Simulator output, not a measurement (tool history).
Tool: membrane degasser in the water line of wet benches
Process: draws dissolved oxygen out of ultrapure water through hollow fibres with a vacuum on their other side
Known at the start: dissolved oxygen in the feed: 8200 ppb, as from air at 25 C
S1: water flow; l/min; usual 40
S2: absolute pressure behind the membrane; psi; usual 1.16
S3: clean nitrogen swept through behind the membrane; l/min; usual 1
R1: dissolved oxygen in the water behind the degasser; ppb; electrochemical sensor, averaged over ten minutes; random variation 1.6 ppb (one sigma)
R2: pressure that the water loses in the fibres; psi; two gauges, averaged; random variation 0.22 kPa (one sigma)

run,hour,S1,S2,S3,R1,R2
1,0,40,1.16,1,383.2,7.912
2,80.6,40,1.16,1,384.9,7.984
3,177.9,40,1.16,1,385.6,7.951
4,245.2,40,1.16,1,387.3,7.938
5,305.3,40,1.16,1,387.2,7.993
6,382.7,40,2.878,1,1192,7.967
7,460.1,40,2.878,1,1195.8,7.979
8,537.9,40,2.878,1,1196.7,7.973
9,650.6,40,1.16,1,385.8,8.022
10,707.5,32,1.16,1,322.8,6.393
11,764.5,32,1.16,1,322.4,6.37
12,859.7,32,1.16,1,324.4,6.403
13,977.7,32,1.16,0.59,486.6,6.414
14,1080,32,1.16,0.59,488.5,6.399
15,1196,40,1.16,1,392.3,7.997
16,1246.8,40,1.16,1,390.9,8.05
17,1345.5,34,1.16,1,343.6,6.881
18,1410.4,34,1.16,1,341.1,6.841
19,1523.2,35,1.16,0.46,610.3,7.024
20,1637.8,40,0.789,1.13,182.2,8.019
21,1687.9,40,0.789,1.13,182.8,7.994
22,1788.7,40,0.789,0.47,340.2,8.021
23,1847.3,41,1.91,1.9,468.6,8.248
24,1916.3,53,1.426,1.37,533.3,10.634
25,2011.7,44,1.056,1.01,369.4,8.892
26,2127.4,40,1.759,1,689.6,7.99
27,2181.1,43,1.91,2.32,418.8,8.702
28,2264.5,33,1.16,0.75,418.3,6.631
29,2314.2,33,1.16,0.75,420.5,6.647
30,2407.7,33,1.16,0.75,422.5,6.64
# hour 2508.7: vacuum gauge calibrated
31,2523.4,33,1.16,0.75,401.8,6.588
32,2603.4,40,1.16,0.87,420.7,7.973
33,2668,52,1.073,2.22,234.6,10.492

3 ways to go on from here, each from the tool as it stands after run 33. What would each give?
A,2738.5,52,1.073,0.64,?,?
B,2738.5,29,1.15,1,?,?
C,2738.5,25,2.817,0.6,?,?

run,R1,R2
A,565.1,10.48
B,286.6,5.813
C,1199.1,4.991
Without the tool's hidden state the same runs would have given:
run,R1,R2
A,561.8,10.27
B,283.8,5.697
C,1194.9,4.889
